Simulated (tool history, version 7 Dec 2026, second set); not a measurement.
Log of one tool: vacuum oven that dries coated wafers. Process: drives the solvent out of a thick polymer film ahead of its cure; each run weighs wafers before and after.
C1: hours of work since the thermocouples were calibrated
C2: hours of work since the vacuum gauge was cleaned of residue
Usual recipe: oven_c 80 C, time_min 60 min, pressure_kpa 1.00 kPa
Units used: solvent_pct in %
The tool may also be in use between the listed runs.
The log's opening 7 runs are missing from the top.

run 8 hour=254.3 | oven_c=80 time_min=60 pressure_kpa=1.00 | C1=60 C2=947 | solvent_pct=1.61
run 9 hour=291.5 | oven_c=80 time_min=60 pressure_kpa=1.00 | C1=79 C2=966 | solvent_pct=1.44
run 10 hour=349.0 | oven_c=80 time_min=60 pressure_kpa=1.00 | C1=109 C2=996 | solvent_pct=1.62
run 11 hour=387.9 | oven_c=80 time_min=60 pressure_kpa=1.00 | C1=129 C2=1016 | solvent_pct=1.64
run 12 hour=439.5 | oven_c=80 time_min=60 pressure_kpa=1.00 | C1=156 C2=1043 | solvent_pct=1.58
run 13 hour=497.3 | oven_c=80 time_min=60 pressure_kpa=1.00 | C1=186 C2=1073 | solvent_pct=1.51
run 14 hour=550.1 | oven_c=80 time_min=60 pressure_kpa=1.00 | C1=213 C2=1100 | solvent_pct=1.63
run 15 hour=590.7 | oven_c=80 time_min=60 pressure_kpa=1.00 | C1=234 C2=1121 | solvent_pct=1.67
run 16 hour=631.7 | oven_c=93 time_min=60 pressure_kpa=1.00 | C1=255 C2=1142 | solvent_pct=0.22
run 17 hour=683.2 | oven_c=93 time_min=60 pressure_kpa=1.00 | C1=282 C2=1169 | solvent_pct=0.26
run 18 hour=719.8 | oven_c=80 time_min=60 pressure_kpa=2.07 | C1=301 C2=1188 | solvent_pct=1.81
run 19 hour=743.8 | oven_c=80 time_min=60 pressure_kpa=0.60 | C1=313 C2=1201 | solvent_pct=1.66
run 20 hour=779.9 | oven_c=80 time_min=60 pressure_kpa=1.00 | C1=332 C2=1219 | solvent_pct=1.67
run 21 hour=807.8 | oven_c=93 time_min=60 pressure_kpa=1.00 | C1=347 C2=1234 | solvent_pct=0.28
run 22 hour=852.9 | oven_c=93 time_min=60 pressure_kpa=3.44 | C1=370 C2=1257 | solvent_pct=0.51
run 23 hour=879.5 | oven_c=80 time_min=85 pressure_kpa=1.00 | C1=384 C2=1271 | solvent_pct=0.92
run 24 hour=904.8 | oven_c=80 time_min=85 pressure_kpa=2.82 | C1=397 C2=1284 | solvent_pct=1.19
run 25 hour=939.8 | oven_c=80 time_min=39 pressure_kpa=2.82 | C1=415 C2=1302 | solvent_pct=3.40
run 26 hour=965.8 | oven_c=80 time_min=39 pressure_kpa=2.82 | C1=428 C2=1315 | solvent_pct=3.28
run 27 hour=1015.8 | oven_c=81 time_min=60 pressure_kpa=1.00 | C1=454 C2=1341 | solvent_pct=1.56
run 28 hour=1053.8 | oven_c=89 time_min=30 pressure_kpa=0.71 | C1=474 C2=1361 | solvent_pct=1.85
run 29 hour=1105.0 | oven_c=84 time_min=30 pressure_kpa=0.71 | C1=500 C2=1388 | solvent_pct=2.96

Run 30 comes next. What will it give?
run 30 hour=1128.3 | oven_c=84 time_min=30 pressure_kpa=0.71 | C1=513 C2=1400 | solvent_pct=?

{"run 30": {"solvent_pct": 2.92}}
The same run, on a tool lacking any hidden state, would have yielded solvent_pct 2.73 %.
